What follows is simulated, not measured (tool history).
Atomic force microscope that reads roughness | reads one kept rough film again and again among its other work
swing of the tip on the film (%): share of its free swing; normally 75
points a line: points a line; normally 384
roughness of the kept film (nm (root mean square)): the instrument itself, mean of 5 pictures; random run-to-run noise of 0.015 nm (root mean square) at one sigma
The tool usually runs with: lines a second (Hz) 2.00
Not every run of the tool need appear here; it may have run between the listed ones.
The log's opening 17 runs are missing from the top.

run     day  lines a second (Hz)  swing of the tip on the film (%)  points a line  pictures with this tip  hours of work since the height scale was calibrated  roughness of the kept film (nm (root mean square))
 18  12.008                 1.79                                75            449                     172                                                  508                                               3.237
 19  12.942                 1.79                                67            348                     203                                                  523                                               3.286
 20  13.558                 2.62                                75            384                     223                                                  533                                               2.963
 21  14.367                 2.00                                75            339                     250                                                  546                                               3.038
     14.496  -- new tip fitted
 22  14.808                 0.69                                81            495                      10                                                  553                                               3.751
 23  15.533                 3.67                                75            795                      34                                                  564                                               3.137
 24  16.362                 0.91                                64            384                      61                                                  578                                               3.738
 25  17.133                 0.91                                64            384                      87                                                  590                                               3.672
 26  17.671                 0.52                                75            280                     105                                                  599                                               3.608
 27  18.292                 0.52                                75            280                     125                                                  608                                               3.585
 28  18.817                 2.00                                88            502                     142                                                  617                                               2.913
 29  19.758                 2.00                                88            502                     173                                                  632                                               2.844
 30  20.508                 2.00                                56            502                     198                                                  644                                               3.422
 31  21.046                 2.00                                75            322                     216                                                  652                                               3.087
 32  21.896                 0.76                                66            343                     244                                                  666                                               3.360
     22.208  -- new tip fitted
 33  22.683                 1.17                                88            384                      15                                                  678                                               3.424

3 options for the next run, each taken on its own from the tool as it stands now. Forecast them:
  A  23.275                 2.65                                85            376                      35                                                  688                                                   ?
  B  23.275                 0.55                                81            384                      35                                                  688                                                   ?
  C  23.275                 0.68                                56            384                      35                                                  688                                                   ?

run  roughness of the kept film (nm (root mean square))
  A                                               3.010
  B                                               3.714
  C                                               3.864
With no hidden state in the tool, these same runs would have given:
run  roughness of the kept film (nm (root mean square))
  A                                               3.113
  B                                               3.841
  C                                               3.997

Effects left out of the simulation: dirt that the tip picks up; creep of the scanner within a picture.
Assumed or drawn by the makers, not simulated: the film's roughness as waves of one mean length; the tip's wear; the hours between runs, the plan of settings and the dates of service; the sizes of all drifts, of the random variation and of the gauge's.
